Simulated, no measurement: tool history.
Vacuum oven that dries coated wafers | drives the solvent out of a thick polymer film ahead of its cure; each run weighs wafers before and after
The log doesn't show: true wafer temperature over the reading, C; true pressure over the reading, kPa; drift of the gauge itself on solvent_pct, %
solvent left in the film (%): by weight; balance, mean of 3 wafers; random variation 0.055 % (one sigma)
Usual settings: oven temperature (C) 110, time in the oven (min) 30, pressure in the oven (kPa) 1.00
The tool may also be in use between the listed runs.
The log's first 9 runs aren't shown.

run,day,oven temperature (C),time in the oven (min),pressure in the oven (kPa),hours of work since the thermocouples were calibrated,hours of work since the vacuum gauge was cleaned of residue,solvent left in the film (%)
10,5.158,110,30,1.00,16,228,2.36
11,5.596,100,30,1.00,21,234,4.51
12,6.350,110,30,1.89,31,244,3.67
13,6.996,110,30,1.84,40,252,3.58
14,7.342,110,30,1.84,44,257,3.58
15,8.050,110,30,2.54,54,266,4.73
16,8.717,110,30,2.54,62,275,4.54
17,9.475,110,30,2.54,72,285,4.55
18,10.121,106,30,1.00,81,294,3.27
19,10.696,106,30,1.00,89,301,3.12
20,11.275,106,30,1.66,96,309,4.18
21,12.058,106,30,1.66,106,319,4.22
22,12.725,103,42,1.38,115,328,3.60
23,13.371,118,42,1.38,124,336,1.70
24,13.721,118,42,1.38,128,341,1.81
25,14.279,118,42,1.38,136,348,1.83
26,14.892,102,18,0.60,144,357,5.63
27,15.462,98,18,3.14,151,364,10.61
28,16.175,107,18,2.67,161,373,7.02
29,16.675,107,20,1.24,167,380,4.69
30,17.350,107,20,1.24,176,389,4.76
31,17.808,113,20,3.76,182,395,6.36
32,18.154,110,46,1.00,187,399,1.88
33,18.633,95,30,1.00,193,406,6.28
34,19.429,112,32,2.19,204,416,3.67

The next listed run, before its measurement:
35,19.921,112,32,2.19,210,423,?

Run 35 gave solvent left in the film (%) 3.77.
Without the tool's hidden state the same run would have given solvent left in the film (%) 3.59.
